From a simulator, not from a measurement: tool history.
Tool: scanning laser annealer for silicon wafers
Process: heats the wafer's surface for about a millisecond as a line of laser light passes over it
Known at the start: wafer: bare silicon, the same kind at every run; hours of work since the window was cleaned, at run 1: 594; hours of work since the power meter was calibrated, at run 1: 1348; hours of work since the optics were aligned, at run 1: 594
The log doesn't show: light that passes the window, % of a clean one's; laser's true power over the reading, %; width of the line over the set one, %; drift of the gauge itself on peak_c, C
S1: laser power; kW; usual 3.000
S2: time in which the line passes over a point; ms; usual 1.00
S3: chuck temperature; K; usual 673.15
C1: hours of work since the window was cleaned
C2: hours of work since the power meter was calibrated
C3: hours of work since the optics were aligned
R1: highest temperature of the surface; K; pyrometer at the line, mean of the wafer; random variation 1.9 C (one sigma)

run	hour	S1	S2	S3	C1	C2	C3	R1
1	0.0	3.000	1.00	673.15	594	1348	594	1426.15
2	69.3	3.000	1.00	673.15	629	1383	629	1424.15
3	141.5	3.000	1.00	673.15	666	1419	666	1426.15
4	217.1	3.000	1.00	673.15	704	1457	704	1420.15
5	260.9	2.615	1.00	673.15	726	1479	726	1307.15
6	338.2	2.615	1.00	673.15	765	1518	765	1309.15
# hour 387.2: window over the wafer cleaned
7	400.7	3.000	1.00	673.15	7	1549	796	1425.15
8	441.8	3.000	1.00	673.15	28	1570	816	1425.15
9	514.4	3.000	1.00	673.15	64	1606	853	1423.15
10	565.9	3.000	1.00	673.15	90	1632	879	1424.15
11	637.3	3.000	1.08	673.15	126	1668	915	1449.15
12	696.7	3.000	1.08	673.15	156	1698	945	1454.15
13	763.2	3.000	1.08	673.15	190	1732	979	1449.15
14	821.6	3.000	1.00	695.15	219	1762	1008	1448.15
15	894.6	3.000	1.00	695.15	256	1798	1045	1446.15
16	952.8	3.000	1.00	695.15	286	1828	1074	1445.15
17	1032.7	3.000	1.00	673.15	326	1868	1115	1424.15
18	1075.8	3.000	1.00	697.15	348	1890	1137	1450.15
19	1111.4	3.000	1.00	697.15	366	1908	1154	1445.15
20	1156.4	3.000	1.00	697.15	388	1931	1177	1444.15
21	1203.5	3.075	0.84	680.15	412	1954	1201	1396.15
22	1256.8	3.059	0.82	669.15	439	1981	1228	1370.15
23	1326.4	3.059	0.82	669.15	474	2016	1263	1371.15
24	1377.5	3.059	0.82	669.15	500	2042	1289	1370.15
25	1427.8	2.596	0.92	688.15	525	2068	1314	1295.15
26	1484.7	3.000	0.85	699.15	554	2096	1343	1397.15
27	1553.7	2.763	0.81	669.15	589	2131	1378	1286.15
28	1608.4	2.680	1.00	673.15	617	2159	1405	1326.15
29	1652.4	2.794	1.19	646.15	639	2181	1428	1394.15
30	1732.7	2.742	1.19	646.15	679	2222	1468	1377.15
31	1816.0	3.000	0.86	673.15	722	2264	1510	1371.15
32	1870.0	3.000	1.00	692.15	749	2291	1538	1446.15
33	1931.1	2.581	1.17	661.15	780	2322	1568	1334.15
# hour 1949.4: window over the wafer cleaned
34	2001.4	3.078	1.07	648.15	26	2356	1603	1451.15
35	2053.5	2.868	0.77	673.15	53	2383	1629	1306.15
36	2122.1	3.186	1.00	707.15	87	2417	1664	1515.15
37	2166.6	3.186	1.00	707.15	110	2440	1686	1515.15
38	2236.5	3.000	1.02	682.15	145	2475	1722	1439.15
39	2296.2	2.821	0.71	673.15	175	2505	1752	1267.15
40	2346.7	2.630	0.99	640.15	201	2531	1777	1276.15

3 ways to go on from here, each from the tool as it stands after run 40. What would each give?
A	2429.3	2.685	0.99	640.15	242	2572	1819	?
B	2429.3	2.591	0.95	640.15	242	2572	1819	?
C	2429.3	3.064	1.00	673.15	242	2572	1819	?

run	R1
A	1293.15
B	1253.15
C	1445.15
Without the tool's hidden state the same runs would have given:
run	R1
A	1293.15
B	1254.15
C	1445.15
